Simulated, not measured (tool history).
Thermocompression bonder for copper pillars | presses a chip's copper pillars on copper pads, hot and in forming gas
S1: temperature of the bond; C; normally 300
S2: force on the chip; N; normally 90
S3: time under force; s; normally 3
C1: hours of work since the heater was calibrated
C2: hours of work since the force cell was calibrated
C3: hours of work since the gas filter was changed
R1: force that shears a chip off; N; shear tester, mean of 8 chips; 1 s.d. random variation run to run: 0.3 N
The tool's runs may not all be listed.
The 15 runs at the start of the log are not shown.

run   hour   S1   S2  S3   C1   C2   C3    R1
 16  263.2  300   97   3   38  204   28  58.8
 17    285  300   90   3   50  215   40  55.4
 18  297.5  300   90   3   57  222   46  55.7
 19  317.6  300   67   3   68  233   57  42.9
 20    329  300   67   3   74  239   63  43.5
 21  348.8  300   67   3   84  250   74  42.7
 22  371.8  311   67   3   97  262   86  47.9
 23  384.9  300   58   3  104  269   94  37.6
 24  395.1  298   70   6  109  275   99  55.6
 25  407.5  325   59   6  116  281  106  60.7
 26  425.7  304   69   4  126  291  115  50.2
 27    448  328  109   5  138  303  127  82.7
 28  463.2  317  106   6  146  311  136  79.8
 29  474.8  317  106   6  152  318  142  79.7
 30    490  281   90   6  160  326  150  56.5
 31    513  325  116   8  173  338  162  86.8
 32  527.5  280   97   4  181  346  170  52.4
       538  -- forming gas filter changed
 33  542.6  300   62   3  188  354    2  41.1
 34  555.6  300   63   8  195  361    9  59.1
 35    576  319   70   4  206  372   20  60.4
 36  596.8  300   98   7  218  383   32  75.5
 37  617.6  300   86   3  229  394   43  53.8

What does the tool deliver on the next run?
 38  635.7  288  104   9  239  404  53   ?

{"run 38": {"R1": 75.8}}
If the tool had no hidden condition, the same run with the same run-to-run variation would have returned R1 76.1 N.
